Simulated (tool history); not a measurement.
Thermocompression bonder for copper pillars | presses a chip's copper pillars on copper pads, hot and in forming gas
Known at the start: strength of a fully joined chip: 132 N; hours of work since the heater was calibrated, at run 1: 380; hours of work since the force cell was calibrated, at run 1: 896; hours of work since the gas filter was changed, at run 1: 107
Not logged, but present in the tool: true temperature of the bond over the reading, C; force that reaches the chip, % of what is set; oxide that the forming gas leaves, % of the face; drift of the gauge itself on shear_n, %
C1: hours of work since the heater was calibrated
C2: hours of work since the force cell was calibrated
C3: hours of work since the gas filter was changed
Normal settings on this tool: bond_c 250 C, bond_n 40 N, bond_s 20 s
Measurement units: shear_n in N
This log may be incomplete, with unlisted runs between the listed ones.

{"run": 1, "hour": 0.0, "bond_c": 250, "bond_n": 40, "bond_s": 20, "C1": 380, "C2": 896, "C3": 107, "shear_n": 52.2}
{"hour": 22.3, "done": "forming gas filter changed"}
{"run": 2, "hour": 22.3, "bond_c": 227, "bond_n": 40, "bond_s": 20, "C1": 398, "C2": 913, "C3": 0, "shear_n": 39.1}
{"run": 3, "hour": 42.1, "bond_c": 250, "bond_n": 40, "bond_s": 20, "C1": 413, "C2": 929, "C3": 16, "shear_n": 55.2}
{"run": 4, "hour": 63.6, "bond_c": 250, "bond_n": 40, "bond_s": 20, "C1": 430, "C2": 946, "C3": 33, "shear_n": 53}
{"run": 5, "hour": 81.7, "bond_c": 250, "bond_n": 40, "bond_s": 20, "C1": 445, "C2": 961, "C3": 47, "shear_n": 51.4}
{"run": 6, "hour": 110.2, "bond_c": 250, "bond_n": 40, "bond_s": 20, "C1": 468, "C2": 983, "C3": 70, "shear_n": 54.2}
{"run": 7, "hour": 127.3, "bond_c": 250, "bond_n": 40, "bond_s": 20, "C1": 481, "C2": 997, "C3": 84, "shear_n": 52.9}
{"run": 8, "hour": 143.1, "bond_c": 250, "bond_n": 40, "bond_s": 20, "C1": 494, "C2": 1010, "C3": 96, "shear_n": 52.3}
{"run": 9, "hour": 167.6, "bond_c": 250, "bond_n": 40, "bond_s": 20, "C1": 513, "C2": 1029, "C3": 116, "shear_n": 52.8}
{"hour": 180.9, "done": "forming gas filter changed"}
{"run": 10, "hour": 191.5, "bond_c": 250, "bond_n": 40, "bond_s": 49, "C1": 532, "C2": 1048, "C3": 8, "shear_n": 73.7}
{"run": 11, "hour": 211.8, "bond_c": 232, "bond_n": 40, "bond_s": 20, "C1": 548, "C2": 1064, "C3": 25, "shear_n": 41.6}
{"run": 12, "hour": 246.1, "bond_c": 250, "bond_n": 40, "bond_s": 38, "C1": 575, "C2": 1091, "C3": 52, "shear_n": 66.7}
{"run": 13, "hour": 274.9, "bond_c": 236, "bond_n": 40, "bond_s": 20, "C1": 598, "C2": 1114, "C3": 75, "shear_n": 42.5}
{"run": 14, "hour": 304.6, "bond_c": 236, "bond_n": 40, "bond_s": 20, "C1": 622, "C2": 1138, "C3": 98, "shear_n": 42.3}
{"hour": 338.7, "done": "forming gas filter changed"}
{"run": 15, "hour": 340.2, "bond_c": 221, "bond_n": 30, "bond_s": 28, "C1": 650, "C2": 1166, "C3": 1, "shear_n": 31.7}
{"run": 16, "hour": 361.8, "bond_c": 271, "bond_n": 44, "bond_s": 29, "C1": 667, "C2": 1183, "C3": 18, "shear_n": 81.4}
{"run": 17, "hour": 397.8, "bond_c": 250, "bond_n": 37, "bond_s": 20, "C1": 696, "C2": 1211, "C3": 47, "shear_n": 49.8}
{"run": 18, "hour": 426.9, "bond_c": 229, "bond_n": 25, "bond_s": 20, "C1": 719, "C2": 1235, "C3": 70, "shear_n": 26.3}
{"run": 19, "hour": 445.3, "bond_c": 230, "bond_n": 25, "bond_s": 20, "C1": 733, "C2": 1249, "C3": 85, "shear_n": 26.4}
{"hour": 453.2, "done": "force cell calibrated"}
{"run": 20, "hour": 464.0, "bond_c": 244, "bond_n": 56, "bond_s": 21, "C1": 747, "C2": 9, "C3": 99, "shear_n": 60.4}
{"run": 21, "hour": 494.0, "bond_c": 279, "bond_n": 40, "bond_s": 20, "C1": 771, "C2": 32, "C3": 122, "shear_n": 73}
{"hour": 499.1, "done": "forming gas filter changed"}
{"run": 22, "hour": 528.8, "bond_c": 250, "bond_n": 26, "bond_s": 15, "C1": 798, "C2": 60, "C3": 24, "shear_n": 35.7}

Each row is a separate what-if for the run after 22, all from the same tool condition, not one after another. Results?
{"run": "A", "hour": 554.4, "bond_c": 250, "bond_n": 40, "bond_s": 22, "C1": 819, "C2": 80, "C3": 44, "shear_n": "?"}
{"run": "B", "hour": 554.4, "bond_c": 252, "bond_n": 34, "bond_s": 21, "C1": 819, "C2": 80, "C3": 44, "shear_n": "?"}
{"run": "C", "hour": 554.4, "bond_c": 249, "bond_n": 48, "bond_s": 19, "C1": 819, "C2": 80, "C3": 44, "shear_n": "?"}
{"run": "D", "hour": 554.4, "bond_c": 250, "bond_n": 30, "bond_s": 15, "C1": 819, "C2": 80, "C3": 44, "shear_n": "?"}

run=A shear_n=53.3
run=B shear_n=50.3
run=C shear_n=57.9
run=D shear_n=40
What these runs would have given with no unlogged condition in the tool:
run=A shear_n=57.2
run=B shear_n=54.1
run=C shear_n=62.1
run=D shear_n=43.2
